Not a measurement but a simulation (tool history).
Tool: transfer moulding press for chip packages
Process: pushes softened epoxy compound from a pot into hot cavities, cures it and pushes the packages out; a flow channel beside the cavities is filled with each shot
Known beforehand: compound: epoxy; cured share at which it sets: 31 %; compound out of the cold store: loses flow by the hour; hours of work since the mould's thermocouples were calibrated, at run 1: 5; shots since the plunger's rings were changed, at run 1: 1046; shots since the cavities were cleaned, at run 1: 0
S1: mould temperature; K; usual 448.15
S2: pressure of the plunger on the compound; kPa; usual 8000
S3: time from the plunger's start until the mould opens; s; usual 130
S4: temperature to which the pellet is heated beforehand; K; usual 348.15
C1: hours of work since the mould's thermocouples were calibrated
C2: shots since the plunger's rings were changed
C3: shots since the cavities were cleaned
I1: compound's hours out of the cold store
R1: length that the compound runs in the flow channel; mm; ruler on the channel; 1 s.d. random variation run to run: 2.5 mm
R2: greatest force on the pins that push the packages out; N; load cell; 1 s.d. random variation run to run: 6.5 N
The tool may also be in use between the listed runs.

| run | hour | S1 | S2 | S3 | S4 | C1 | C2 | C3 | I1 | R1 | R2 |
|---|---|---|---|---|---|---|---|---|---|---|---|
| 1 | 0.0 | 448.15 | 8000 | 130 | 348.15 | 5 | 1046 | 0 | 30.1 | 770 | 263 |
| 2 | 11.9 | 448.15 | 8000 | 130 | 348.15 | 11 | 1126 | 80 | 34.7 | 744 | 334 |
| 3 | 25.4 | 448.15 | 8000 | 130 | 348.15 | 17 | 1216 | 170 | 43.9 | 709 | 375 |
| 4 | 35.6 | 442.15 | 8000 | 130 | 348.15 | 21 | 1285 | 239 | 14.4 | 866 | 517 |
| 5 | 46.2 | 448.15 | 8000 | 130 | 341.15 | 26 | 1355 | 309 | 40.8 | 717 | 450 |
| 6 | 56.1 | 448.15 | 8000 | 130 | 341.15 | 31 | 1421 | 375 | 32.0 | 752 | 480 |
| 7 | 69.4 | 448.15 | 6650 | 130 | 348.15 | 37 | 1510 | 464 | 33.8 | 678 | 476 |
| 8 | 76.6 | 448.15 | 8000 | 130 | 348.15 | 40 | 1558 | 512 | 43.1 | 706 | 496 |
| 9 | 91.8 | 448.15 | 8000 | 130 | 348.15 | 47 | 1660 | 614 | 38.0 | 726 | 544 |
| 10 | 104.7 | 448.15 | 8000 | 130 | 348.15 | 53 | 1746 | 700 | 17.5 | 819 | 538 |
| 11 | 117.6 | 448.15 | 8000 | 121 | 348.15 | 59 | 1832 | 786 | 26.7 | 772 | 576 |
| 12 | 124.3 | 448.15 | 8000 | 121 | 348.15 | 62 | 1877 | 831 | 10.9 | 854 | 571 |
|  | 127.6 | cavities cleaned with cleaning compound and waxed |
| 13 | 135.4 | 448.15 | 8000 | 150 | 348.15 | 67 | 1941 | 52 | 30.6 | 753 | 288 |
| 14 | 149.2 | 448.15 | 6330 | 130 | 348.15 | 73 | 2034 | 145 | 39.3 | 635 | 377 |
| 15 | 158.8 | 441.15 | 8000 | 138 | 352.15 | 77 | 2097 | 208 | 33.2 | 758 | 479 |
| 16 | 165.0 | 441.15 | 8070 | 138 | 339.15 | 80 | 2139 | 250 | 26.7 | 798 | 506 |
| 17 | 171.3 | 440.15 | 9780 | 154 | 351.15 | 83 | 2181 | 292 | 41.2 | 807 | 475 |
| 18 | 178.2 | 444.15 | 6750 | 154 | 354.15 | 86 | 2227 | 338 | 46.3 | 635 | 454 |
| 19 | 187.8 | 444.15 | 8060 | 166 | 354.15 | 91 | 2291 | 402 | 43.0 | 713 | 472 |
| 20 | 196.0 | 444.15 | 6240 | 121 | 354.15 | 95 | 2347 | 458 | 33.2 | 664 | 601 |
| 21 | 206.1 | 446.15 | 6200 | 165 | 348.15 | 99 | 2414 | 525 | 30.1 | 667 | 491 |
| 22 | 214.8 | 448.15 | 10000 | 130 | 348.15 | 103 | 2472 | 583 | 35.1 | 815 | 508 |
| 23 | 225.4 | 448.15 | 8000 | 135 | 348.15 | 108 | 2542 | 653 | 18.3 | 808 | 514 |
| 24 | 231.8 | 448.15 | 8000 | 133 | 348.15 | 111 | 2585 | 696 | 8.3 | 860 | 537 |
|  | 247.0 | plunger's sealing rings changed |
| 25 | 247.0 | 455.15 | 9630 | 123 | 339.15 | 117 | 0 | 781 | 13.7 | 933 | 537 |
|  | 258.2 | cavities cleaned with cleaning compound and waxed |
| 26 | 263.4 | 448.15 | 6820 | 130 | 342.15 | 124 | 100 | 35 | 11.8 | 814 | 307 |
| 27 | 276.6 | 441.15 | 8000 | 115 | 348.15 | 130 | 188 | 123 | 31.1 | 798 | 542 |
| 28 | 289.1 | 448.15 | 6470 | 142 | 348.15 | 136 | 272 | 207 | 26.9 | 717 | 399 |

Here are 5 independent what-if runs from the current tool condition. What would each one return?
| A | 304.5 | 449.15 | 6470 | 121 | 339.15 | 143 | 375 | 310 | 31.1 | ? | ? |
| B | 304.5 | 448.15 | 8000 | 130 | 341.15 | 143 | 375 | 310 | 35.0 | ? | ? |
| C | 304.5 | 454.15 | 9520 | 119 | 348.15 | 143 | 375 | 310 | 14.7 | ? | ? |
| D | 304.5 | 456.15 | 7220 | 142 | 348.15 | 143 | 375 | 310 | 45.1 | ? | ? |
| E | 304.5 | 442.15 | 6470 | 167 | 346.15 | 143 | 375 | 310 | 10.8 | ? | ? |

| run | R1 | R2 |
|---|---|---|
| A | 700 | 461 |
| B | 756 | 466 |
| C | 918 | 433 |
| D | 654 | 424 |
| E | 810 | 454 |
Stripped of hidden state, with their random variation kept, the same runs would have yielded:
| run | R1 | R2 |
|---|---|---|
| A | 705 | 261 |
| B | 761 | 267 |
| C | 925 | 246 |
| D | 659 | 241 |
| E | 816 | 261 |

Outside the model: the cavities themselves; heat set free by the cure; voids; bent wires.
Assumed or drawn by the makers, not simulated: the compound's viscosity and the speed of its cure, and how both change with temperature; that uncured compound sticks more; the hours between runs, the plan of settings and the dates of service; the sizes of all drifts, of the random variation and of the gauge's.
